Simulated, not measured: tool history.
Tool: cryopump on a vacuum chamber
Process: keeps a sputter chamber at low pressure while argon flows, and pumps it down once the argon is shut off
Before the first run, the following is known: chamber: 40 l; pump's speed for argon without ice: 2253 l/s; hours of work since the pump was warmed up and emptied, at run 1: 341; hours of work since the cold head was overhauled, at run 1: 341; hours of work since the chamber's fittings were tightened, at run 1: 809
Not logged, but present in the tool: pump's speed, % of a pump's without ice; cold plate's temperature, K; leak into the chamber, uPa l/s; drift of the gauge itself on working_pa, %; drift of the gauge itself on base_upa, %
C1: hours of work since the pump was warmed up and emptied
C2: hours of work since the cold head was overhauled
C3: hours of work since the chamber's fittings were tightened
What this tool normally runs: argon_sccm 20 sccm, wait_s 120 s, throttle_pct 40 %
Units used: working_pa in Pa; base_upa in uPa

run 1 hour=0 | argon_sccm=20 wait_s=120 throttle_pct=40 | C1=341 C2=341 C3=809 | working_pa=0.0403 base_upa=0.76
-- hour=28.7 pump warmed up, emptied and cooled again
run 2 hour=56.3 | argon_sccm=20 wait_s=120 throttle_pct=40 | C1=22 C2=381 C3=849 | working_pa=0.0378 base_upa=0.74
run 3 hour=104.9 | argon_sccm=20 wait_s=120 throttle_pct=40 | C1=60 C2=420 C3=888 | working_pa=0.0376 base_upa=0.78
run 4 hour=146.7 | argon_sccm=20 wait_s=290 throttle_pct=40 | C1=93 C2=453 C3=921 | working_pa=0.0381 base_upa=0.64
run 5 hour=207.9 | argon_sccm=20 wait_s=290 throttle_pct=40 | C1=142 C2=501 C3=969 | working_pa=0.0382 base_upa=0.69
run 6 hour=287.4 | argon_sccm=20 wait_s=120 throttle_pct=40 | C1=205 C2=564 C3=1032 | working_pa=0.0391 base_upa=0.91
run 7 hour=365.5 | argon_sccm=20 wait_s=120 throttle_pct=53 | C1=266 C2=626 C3=1094 | working_pa=0.03 base_upa=0.91
run 8 hour=413.1 | argon_sccm=20 wait_s=120 throttle_pct=40 | C1=304 C2=664 C3=1131 | working_pa=0.0394 base_upa=0.96
run 9 hour=465.8 | argon_sccm=20 wait_s=120 throttle_pct=40 | C1=346 C2=705 C3=1173 | working_pa=0.0395 base_upa=0.98
-- hour=486.2 pump warmed up, emptied and cooled again
run 10 hour=524 | argon_sccm=20 wait_s=26 throttle_pct=40 | C1=30 C2=747 C3=1215 | working_pa=0.0382 base_upa=1.69
-- hour=566.5 leaking fittings of the chamber tightened, without venting
run 11 hour=596.5 | argon_sccm=20 wait_s=26 throttle_pct=40 | C1=86 C2=803 C3=24 | working_pa=0.038 base_upa=1.15
run 12 hour=685.4 | argon_sccm=20 wait_s=26 throttle_pct=40 | C1=156 C2=873 C3=94 | working_pa=0.039 base_upa=1.21
run 13 hour=748.5 | argon_sccm=20 wait_s=26 throttle_pct=40 | C1=206 C2=923 C3=144 | working_pa=0.0387 base_upa=1.13
run 14 hour=826 | argon_sccm=20 wait_s=26 throttle_pct=40 | C1=267 C2=985 C3=205 | working_pa=0.0403 base_upa=1.3
run 15 hour=911.1 | argon_sccm=20 wait_s=26 throttle_pct=39 | C1=334 C2=1052 C3=272 | working_pa=0.041 base_upa=1.33
-- hour=946.1 pump warmed up, emptied and cooled again
run 16 hour=988.3 | argon_sccm=20 wait_s=26 throttle_pct=39 | C1=33 C2=1109 C3=330 | working_pa=0.0391 base_upa=1.27
run 17 hour=1025.2 | argon_sccm=20 wait_s=26 throttle_pct=39 | C1=62 C2=1138 C3=359 | working_pa=0.0383 base_upa=1.3
run 18 hour=1086.5 | argon_sccm=20 wait_s=120 throttle_pct=40 | C1=111 C2=1187 C3=407 | working_pa=0.0387 base_upa=0.59
run 19 hour=1138.5 | argon_sccm=20 wait_s=120 throttle_pct=40 | C1=152 C2=1228 C3=448 | working_pa=0.0383 base_upa=0.58
run 20 hour=1185.3 | argon_sccm=20 wait_s=120 throttle_pct=40 | C1=189 C2=1265 C3=485 | working_pa=0.039 base_upa=0.64
run 21 hour=1248 | argon_sccm=20 wait_s=120 throttle_pct=40 | C1=239 C2=1314 C3=535 | working_pa=0.0393 base_upa=0.69
run 22 hour=1332.6 | argon_sccm=13 wait_s=120 throttle_pct=57 | C1=306 C2=1381 C3=602 | working_pa=0.019 base_upa=0.68
run 23 hour=1375.3 | argon_sccm=13 wait_s=120 throttle_pct=57 | C1=339 C2=1415 C3=636 | working_pa=0.0185 base_upa=0.71
-- hour=1405.6 pump warmed up, emptied and cooled again
run 24 hour=1423.4 | argon_sccm=13 wait_s=120 throttle_pct=57 | C1=14 C2=1449 C3=670 | working_pa=0.0174 base_upa=0.65
run 25 hour=1492.6 | argon_sccm=13 wait_s=120 throttle_pct=57 | C1=69 C2=1504 C3=724 | working_pa=0.0179 base_upa=0.71
run 26 hour=1553.9 | argon_sccm=13 wait_s=120 throttle_pct=57 | C1=117 C2=1552 C3=773 | working_pa=0.0178 base_upa=0.76
run 27 hour=1607.9 | argon_sccm=9 wait_s=42 throttle_pct=40 | C1=160 C2=1595 C3=816 | working_pa=0.0177 base_upa=1.17
run 28 hour=1645.2 | argon_sccm=9 wait_s=34 throttle_pct=40 | C1=189 C2=1624 C3=845 | working_pa=0.0174 base_upa=1.36
run 29 hour=1713.7 | argon_sccm=21 wait_s=32 throttle_pct=38 | C1=244 C2=1679 C3=899 | working_pa=0.0434 base_upa=1.39
run 30 hour=1749.6 | argon_sccm=21 wait_s=32 throttle_pct=38 | C1=272 C2=1707 C3=928 | working_pa=0.0439 base_upa=1.44
run 31 hour=1831.1 | argon_sccm=21 wait_s=32 throttle_pct=38 | C1=336 C2=1771 C3=992 | working_pa=0.0449 base_upa=1.48
-- hour=1863.4 pump warmed up, emptied and cooled again
run 32 hour=1918.4 | argon_sccm=37 wait_s=74 throttle_pct=40 | C1=44 C2=1837 C3=1057 | working_pa=0.0699 base_upa=1
run 33 hour=1967.7 | argon_sccm=9 wait_s=43 throttle_pct=40 | C1=82 C2=1875 C3=1096 | working_pa=0.0167 base_upa=1.26
run 34 hour=2024.2 | argon_sccm=24 wait_s=128 throttle_pct=40 | C1=127 C2=1920 C3=1141 | working_pa=0.0466 base_upa=0.95
run 35 hour=2064.4 | argon_sccm=24 wait_s=128 throttle_pct=40 | C1=159 C2=1952 C3=1173 | working_pa=0.0473 base_upa=0.97

3 options for the next run, each taken on its own from the tool as it stands now. Forecast them:
run A hour=2108.3 | argon_sccm=12 wait_s=32 throttle_pct=40 | C1=194 C2=1987 C3=1207 | working_pa=? base_upa=?
run B hour=2108.3 | argon_sccm=24 wait_s=128 throttle_pct=58 | C1=194 C2=1987 C3=1207 | working_pa=? base_upa=?
run C hour=2108.3 | argon_sccm=31 wait_s=36 throttle_pct=40 | C1=194 C2=1987 C3=1207 | working_pa=? base_upa=?

run=A working_pa=0.0239 base_upa=1.59
run=B working_pa=0.0331 base_upa=0.99
run=C working_pa=0.0606 base_upa=1.48
Without the tool's unlogged condition, the same runs would have read:
run=A working_pa=0.0229 base_upa=0.94
run=B working_pa=0.0312 base_upa=0.34
run=C working_pa=0.058 base_upa=0.83
